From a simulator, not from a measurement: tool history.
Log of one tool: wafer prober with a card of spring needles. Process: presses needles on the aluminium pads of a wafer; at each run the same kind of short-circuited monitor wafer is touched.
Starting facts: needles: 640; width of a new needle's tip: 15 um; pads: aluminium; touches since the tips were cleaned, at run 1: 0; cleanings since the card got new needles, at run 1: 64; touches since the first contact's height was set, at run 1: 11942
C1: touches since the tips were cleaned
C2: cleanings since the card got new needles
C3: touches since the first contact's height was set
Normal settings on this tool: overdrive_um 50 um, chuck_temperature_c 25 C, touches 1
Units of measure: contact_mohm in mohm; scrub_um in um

run 1 day=0 | overdrive_um=50 chuck_temperature_c=25 touches=1 | C1=0 C2=64 C3=11942 | contact_mohm=248 scrub_um=7.01
-- day=0.462 tips cleaned on abrasive film
run 2 day=0.562 | overdrive_um=50 chuck_temperature_c=25 touches=1 | C1=1317 C2=65 C3=19206 | contact_mohm=363 scrub_um=7.01
-- day=0.95 tips cleaned on abrasive film
-- day=1.425 tips cleaned on abrasive film
run 3 day=1.429 | overdrive_um=50 chuck_temperature_c=25 touches=1 | C1=52 C2=67 C3=30364 | contact_mohm=258 scrub_um=7
-- day=1.925 tips cleaned on abrasive film
run 4 day=2.038 | overdrive_um=50 chuck_temperature_c=25 touches=1 | C1=1481 C2=68 C3=38221 | contact_mohm=304 scrub_um=7
-- day=2.392 tips cleaned on abrasive film
run 5 day=2.592 | overdrive_um=50 chuck_temperature_c=25 touches=1 | C1=2628 C2=69 C3=45355 | contact_mohm=326 scrub_um=6.99
-- day=2.917 tips cleaned on abrasive film
-- day=3.425 tips cleaned on abrasive film
run 6 day=3.467 | overdrive_um=50 chuck_temperature_c=117 touches=1 | C1=566 C2=71 C3=56623 | contact_mohm=302 scrub_um=6.99
-- day=3.875 tips cleaned on abrasive film, once more
run 7 day=3.929 | overdrive_um=50 chuck_temperature_c=117 touches=1 | C1=665 C2=72 C3=62545 | contact_mohm=299 scrub_um=6.95
-- day=4.367 tips cleaned on abrasive film
run 8 day=4.7 | overdrive_um=50 chuck_temperature_c=117 touches=1 | C1=4291 C2=73 C3=72498 | contact_mohm=352 scrub_um=6.94
-- day=4.854 tips cleaned on abrasive film
run 9 day=5.288 | overdrive_um=50 chuck_temperature_c=117 touches=1 | C1=5651 C2=74 C3=80117 | contact_mohm=354 scrub_um=6.94
-- day=5.375 tips cleaned on abrasive film
-- day=5.883 tips cleaned on abrasive film
run 10 day=6 | overdrive_um=50 chuck_temperature_c=117 touches=1 | C1=1492 C2=76 C3=89238 | contact_mohm=322 scrub_um=6.94
-- day=6.379 tips cleaned on abrasive film
-- day=6.546 height of the first contact set anew
-- day=6.867 tips cleaned on abrasive film
run 11 day=6.904 | overdrive_um=50 chuck_temperature_c=117 touches=1 | C1=477 C2=78 C3=4617 | contact_mohm=296 scrub_um=7.02
-- day=7.362 tips cleaned on abrasive film
run 12 day=7.8 | overdrive_um=50 chuck_temperature_c=117 touches=1 | C1=5638 C2=79 C3=16166 | contact_mohm=352 scrub_um=7.01
-- day=7.862 tips cleaned on abrasive film
-- day=8.325 tips cleaned on abrasive film
run 13 day=8.354 | overdrive_um=50 chuck_temperature_c=25 touches=1 | C1=396 C2=81 C3=23278 | contact_mohm=267 scrub_um=7.03
-- day=8.833 tips cleaned on abrasive film
run 14 day=8.983 | overdrive_um=50 chuck_temperature_c=25 touches=1 | C1=1935 C2=82 C3=31387 | contact_mohm=315 scrub_um=7
-- day=9.342 tips cleaned on abrasive film
run 15 day=9.775 | overdrive_um=50 chuck_temperature_c=25 touches=1 | C1=5651 C2=83 C3=41650 | contact_mohm=342 scrub_um=6.98
-- day=9.842 tips cleaned on abrasive film
-- day=10.304 tips cleaned on abrasive film
run 16 day=10.479 | overdrive_um=70 chuck_temperature_c=25 touches=1 | C1=2274 C2=85 C3=50675 | contact_mohm=285 scrub_um=9.79
-- day=10.821 tips cleaned on abrasive film
run 17 day=11.271 | overdrive_um=35 chuck_temperature_c=35 touches=1 | C1=5851 C2=86 C3=60895 | contact_mohm=443 scrub_um=4.85
-- day=11.354 tips cleaned on abrasive film
-- day=11.829 tips cleaned on abrasive film
run 18 day=11.867 | overdrive_um=35 chuck_temperature_c=51 touches=1 | C1=530 C2=88 C3=68558 | contact_mohm=322 scrub_um=4.82
-- day=12.296 tips cleaned on abrasive film
-- day=12.771 tips cleaned on abrasive film
run 19 day=12.771 | overdrive_um=34 chuck_temperature_c=34 touches=1 | C1=0 C2=90 C3=80166 | contact_mohm=263 scrub_um=4.7

Predict the results of run 20:
-- day=13.258 tips cleaned on abrasive film
run 20 day=13.646 | overdrive_um=52 chuck_temperature_c=38 touches=2 | C1=5002 C2=91 C3=91469 | contact_mohm=? scrub_um=?

contact_mohm: 302 mohm
scrub_um: 7.17 um
Were there no unlogged condition in the tool, this run, its random variation unchanged, would have produced contact_mohm 246 mohm, scrub_um 7.29 um.

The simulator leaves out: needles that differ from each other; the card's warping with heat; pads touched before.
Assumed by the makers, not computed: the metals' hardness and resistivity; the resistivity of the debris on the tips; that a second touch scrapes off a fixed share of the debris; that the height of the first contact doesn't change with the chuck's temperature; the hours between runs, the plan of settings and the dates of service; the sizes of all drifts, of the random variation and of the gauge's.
